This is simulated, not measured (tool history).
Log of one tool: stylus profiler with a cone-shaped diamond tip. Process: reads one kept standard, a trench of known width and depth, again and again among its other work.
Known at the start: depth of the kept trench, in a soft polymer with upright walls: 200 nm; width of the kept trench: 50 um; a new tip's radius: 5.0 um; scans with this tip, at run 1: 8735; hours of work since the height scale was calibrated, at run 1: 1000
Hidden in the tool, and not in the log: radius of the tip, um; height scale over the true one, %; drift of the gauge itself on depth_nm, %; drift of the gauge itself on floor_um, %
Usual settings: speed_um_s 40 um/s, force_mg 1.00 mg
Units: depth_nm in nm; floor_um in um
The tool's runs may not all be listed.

run	hour	speed_um_s	force_mg	scans with this tip	hours of work since the height scale was calibrated	depth_nm	floor_um
1	0.0	40	1.00	8735	1000	201.01	46.88
2	33.3	40	0.40	8944	1024	200.79	46.65
3	60.7	40	1.00	9115	1044	201.17	46.86
4	95.3	40	1.00	9332	1069	201.19	46.84
5	131.9	40	1.00	9562	1095	201.25	46.83
6	153.6	40	1.00	9697	1111	201.16	46.86
7	174.7	40	1.00	9830	1126	201.11	46.87
8	210.8	40	0.42	10056	1152	200.69	46.70
9	226.6	40	0.95	10155	1163	201.09	46.84
10	262.0	40	0.95	10377	1189	200.91	46.84
11	278.4	40	0.95	10480	1200	200.90	46.86
12	302.9	40	1.68	10633	1218	201.79	46.93
13	338.9	40	1.68	10859	1244	201.71	46.86
14	372.0	40	1.68	11066	1267	201.85	46.99
15	394.2	40	1.68	11205	1283	201.57	46.91
16	423.4	66	2.61	11388	1304	202.18	46.87
17	443.4	66	2.61	11513	1319	202.24	46.84
18	479.9	159	2.61	11743	1345	202.22	46.36
19	508.9	159	2.61	11924	1366	202.31	46.44
20	538.1	159	2.61	12107	1387	202.25	46.33
21	564.2	13	0.39	12271	1405	200.59	47.02
22	581.1	13	0.39	12377	1418	200.59	46.99
23	599.8	14	1.08	12494	1431	201.19	47.08
24	628.7	18	0.43	12675	1452	200.67	46.90
25	658.0	48	2.32	12859	1473	202.08	46.92
26	690.4	48	2.32	13062	1496	202.10	46.95
27	718.6	48	2.32	13239	1516	202.11	46.89
28	751.9	58	1.94	13447	1540	201.94	46.86
29	770.8	37	2.76	13566	1554	202.41	47.07

Forecast each of these 5 alternatives for the next run:
A	793.6	48	2.39	13708	1570	?	?
B	793.6	93	0.72	13708	1570	?	?
C	793.6	34	0.54	13708	1570	?	?
D	793.6	19	1.37	13708	1570	?	?
E	793.6	94	1.57	13708	1570	?	?

run	depth_nm	floor_um
A	202.18	46.97
B	200.93	46.25
C	200.83	46.78
D	201.52	47.06
E	201.75	46.55
Without the tool's hidden state the same runs would have given:
run	depth_nm	floor_um
A	202.20	46.98
B	200.95	46.26
C	200.85	46.79
D	201.53	47.06
E	201.76	46.55
